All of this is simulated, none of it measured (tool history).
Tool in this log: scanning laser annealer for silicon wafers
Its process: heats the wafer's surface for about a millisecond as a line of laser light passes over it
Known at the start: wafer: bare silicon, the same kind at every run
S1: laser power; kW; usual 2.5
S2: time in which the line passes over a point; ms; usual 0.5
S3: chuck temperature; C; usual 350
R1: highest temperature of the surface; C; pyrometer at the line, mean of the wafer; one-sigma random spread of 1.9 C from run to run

run 1 hour=0 | S1=2.5 S2=0.5 S3=350 | R1=1176
run 2 hour=24.5 | S1=2.5 S2=0.596 S3=350 | R1=1246
run 3 hour=57.2 | S1=2.5 S2=0.596 S3=350 | R1=1243
run 4 hour=91.6 | S1=2.5 S2=0.596 S3=350 | R1=1246
run 5 hour=132.1 | S1=2.5 S2=0.596 S3=350 | R1=1243
run 6 hour=171.6 | S1=2.5 S2=0.596 S3=350 | R1=1249
run 7 hour=206.3 | S1=2.5 S2=0.44 S3=350 | R1=1126
run 8 hour=264 | S1=2.5 S2=0.44 S3=350 | R1=1129
run 9 hour=306.4 | S1=2.5 S2=0.44 S3=350 | R1=1126
run 10 hour=335.2 | S1=2.5 S2=0.44 S3=332 | R1=1110
run 11 hour=384.3 | S1=2.5 S2=0.44 S3=388 | R1=1165
-- hour=422.3 window over the wafer cleaned
run 12 hour=431.5 | S1=2.5 S2=0.44 S3=388 | R1=1170
run 13 hour=470 | S1=2.5 S2=0.44 S3=388 | R1=1167
run 14 hour=500.1 | S1=2.5 S2=0.44 S3=388 | R1=1166
run 15 hour=552.6 | S1=2.5 S2=0.356 S3=350 | R1=1053
run 16 hour=610.2 | S1=2.5 S2=0.356 S3=350 | R1=1058
run 17 hour=656.6 | S1=2.667 S2=0.5 S3=350 | R1=1247
run 18 hour=699.5 | S1=2.667 S2=0.5 S3=350 | R1=1245
run 19 hour=734.8 | S1=2.667 S2=0.5 S3=350 | R1=1245
run 20 hour=769.5 | S1=2.667 S2=0.5 S3=350 | R1=1243
run 21 hour=812.5 | S1=2.667 S2=0.5 S3=350 | R1=1247
run 22 hour=846.6 | S1=2.238 S2=0.559 S3=325 | R1=1082
run 23 hour=882.4 | S1=2.5 S2=0.453 S3=350 | R1=1140
run 24 hour=922.6 | S1=2.5 S2=0.453 S3=350 | R1=1136
run 25 hour=970.1 | S1=2.5 S2=0.613 S3=350 | R1=1255
run 26 hour=994.8 | S1=2.5 S2=0.586 S3=335 | R1=1225
run 27 hour=1044.3 | S1=2.149 S2=0.489 S3=360 | R1=1034
run 28 hour=1081.4 | S1=2.149 S2=0.479 S3=360 | R1=1029
run 29 hour=1113.4 | S1=2.5 S2=0.569 S3=350 | R1=1225
run 30 hour=1149.7 | S1=2.409 S2=0.472 S3=352 | R1=1114
run 31 hour=1199.8 | S1=2.5 S2=0.454 S3=350 | R1=1142
run 32 hour=1231.4 | S1=2.583 S2=0.406 S3=316 | R1=1096
run 33 hour=1279 | S1=2.284 S2=0.542 S3=327 | R1=1092
run 34 hour=1319.6 | S1=2.284 S2=0.542 S3=327 | R1=1093
run 35 hour=1365.8 | S1=2.5 S2=0.5 S3=332 | R1=1156
run 36 hour=1412.3 | S1=2.261 S2=0.5 S3=332 | R1=1058
run 37 hour=1467.9 | S1=2.261 S2=0.5 S3=332 | R1=1061
run 38 hour=1501.8 | S1=2.5 S2=0.602 S3=326 | R1=1225
run 39 hour=1542 | S1=2.683 S2=0.602 S3=351 | R1=1337
run 40 hour=1594.1 | S1=2.5 S2=0.45 S3=357 | R1=1143
run 41 hour=1636.3 | S1=2.706 S2=0.523 S3=350 | R1=1278

Predict each of these 4 candidate next runs independently; none follows another, all start after run 41:
run A hour=1661.9 | S1=2.423 S2=0.534 S3=350 | R1=?
run B hour=1661.9 | S1=2.247 S2=0.363 S3=350 | R1=?
run C hour=1661.9 | S1=2.5 S2=0.356 S3=389 | R1=?
run D hour=1661.9 | S1=2.5 S2=0.495 S3=311 | R1=?

run=A R1=1171
run=B R1=974
run=C R1=1092
run=D R1=1131
Had the tool no hidden state, the same runs would have come out as:
run=A R1=1173
run=B R1=976
run=C R1=1094
run=D R1=1133

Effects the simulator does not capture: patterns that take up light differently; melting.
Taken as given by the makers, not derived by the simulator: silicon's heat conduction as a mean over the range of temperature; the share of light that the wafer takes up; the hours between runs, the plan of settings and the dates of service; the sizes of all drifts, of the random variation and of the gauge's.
